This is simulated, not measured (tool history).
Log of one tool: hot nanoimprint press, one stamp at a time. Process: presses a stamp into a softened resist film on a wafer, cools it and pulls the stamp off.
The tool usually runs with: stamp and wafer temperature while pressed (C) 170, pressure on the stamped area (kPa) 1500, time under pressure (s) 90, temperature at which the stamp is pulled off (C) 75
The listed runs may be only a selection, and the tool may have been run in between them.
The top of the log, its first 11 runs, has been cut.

run,day,stamp and wafer temperature while pressed (C),pressure on the stamped area (kPa),time under pressure (s),temperature at which the stamp is pulled off (C),resist left under the stamp's widest pad (nm),greatest force while the stamp is pulled off (N)
12,13.546,170,1500,90,75,98.9,91.4
13,15.254,170,1500,90,75,98.5,92.1
14,16.050,170,1500,90,75,98.9,93.2
# day 16.788: stamp cleaned and given a new release coat
15,17.438,170,1500,90,75,98.5,91.7
16,18.800,170,1500,90,75,99.3,90.2
17,20.588,170,1500,90,75,99.0,93.2
18,22.362,170,1500,90,75,97.9,91.2
19,23.362,172,1220,90,82,97.7,82.1
20,25.004,178,1220,112,82,67.8,82.8
21,26.250,178,1220,112,82,67.5,82.0
# day 27.800: stamp cleaned and given a new release coat
22,28.404,178,1870,112,70,54.5,98.1
23,29.867,178,1870,112,70,54.8,98.2

Run 24 has not been measured yet. What should we expect?
24,31.196,173,1500,46,73,?,?

Run 24 came out at resist left under the stamp's widest pad (nm) 109.3, greatest force while the stamp is pulled off (N) 95.8.
With the hidden condition absent and the run-to-run variation left alone, this run would have shown resist left under the stamp's widest pad (nm) 109.5, greatest force while the stamp is pulled off (N) 95.8.

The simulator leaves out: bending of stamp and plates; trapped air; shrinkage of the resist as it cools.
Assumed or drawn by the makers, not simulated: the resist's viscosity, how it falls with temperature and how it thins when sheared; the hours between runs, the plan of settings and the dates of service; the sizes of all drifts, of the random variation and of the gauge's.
